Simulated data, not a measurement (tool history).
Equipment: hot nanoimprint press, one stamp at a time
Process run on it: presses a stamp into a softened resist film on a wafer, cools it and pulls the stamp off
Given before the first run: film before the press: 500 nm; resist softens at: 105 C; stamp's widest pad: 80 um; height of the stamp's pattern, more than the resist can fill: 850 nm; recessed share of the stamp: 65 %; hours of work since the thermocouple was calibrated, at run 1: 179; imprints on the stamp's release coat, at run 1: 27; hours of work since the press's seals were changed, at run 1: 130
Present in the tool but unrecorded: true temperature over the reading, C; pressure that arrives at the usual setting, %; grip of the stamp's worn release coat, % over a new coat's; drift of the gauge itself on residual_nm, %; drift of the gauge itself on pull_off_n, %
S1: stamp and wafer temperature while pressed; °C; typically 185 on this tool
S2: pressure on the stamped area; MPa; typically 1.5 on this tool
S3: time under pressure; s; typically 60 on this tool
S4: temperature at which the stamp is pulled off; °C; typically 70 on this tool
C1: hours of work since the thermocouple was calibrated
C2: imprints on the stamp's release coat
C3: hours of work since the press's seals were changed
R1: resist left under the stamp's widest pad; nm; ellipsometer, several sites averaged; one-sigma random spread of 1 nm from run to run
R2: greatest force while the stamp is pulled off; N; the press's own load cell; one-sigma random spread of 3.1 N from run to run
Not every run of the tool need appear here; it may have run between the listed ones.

run	hour	S1	S2	S3	S4	C1	C2	C3	R1	R2
1	0	185	1.5	60	70	179	27	130	176.9	146
2	5.6	185	1.5	60	70	182	42	133	177.3	148
3	18.3	185	1.5	60	70	189	76	140	177.8	146
4	25.4	185	1.32	60	70	192	95	144	189.6	145
5	31.6	185	1.5	60	70	196	112	147	175.9	146
6	43.6	185	1.5	60	70	202	144	154	175.6	139

Estimate the outcome of run 7 from the log above:
7	51.2	178	0.96	36	59	207	164	158	?	?

R1: 319.9 nm
R2: 157 N
With no hidden state in the tool, this same run would have given R1 319.7 nm, R2 156 N.

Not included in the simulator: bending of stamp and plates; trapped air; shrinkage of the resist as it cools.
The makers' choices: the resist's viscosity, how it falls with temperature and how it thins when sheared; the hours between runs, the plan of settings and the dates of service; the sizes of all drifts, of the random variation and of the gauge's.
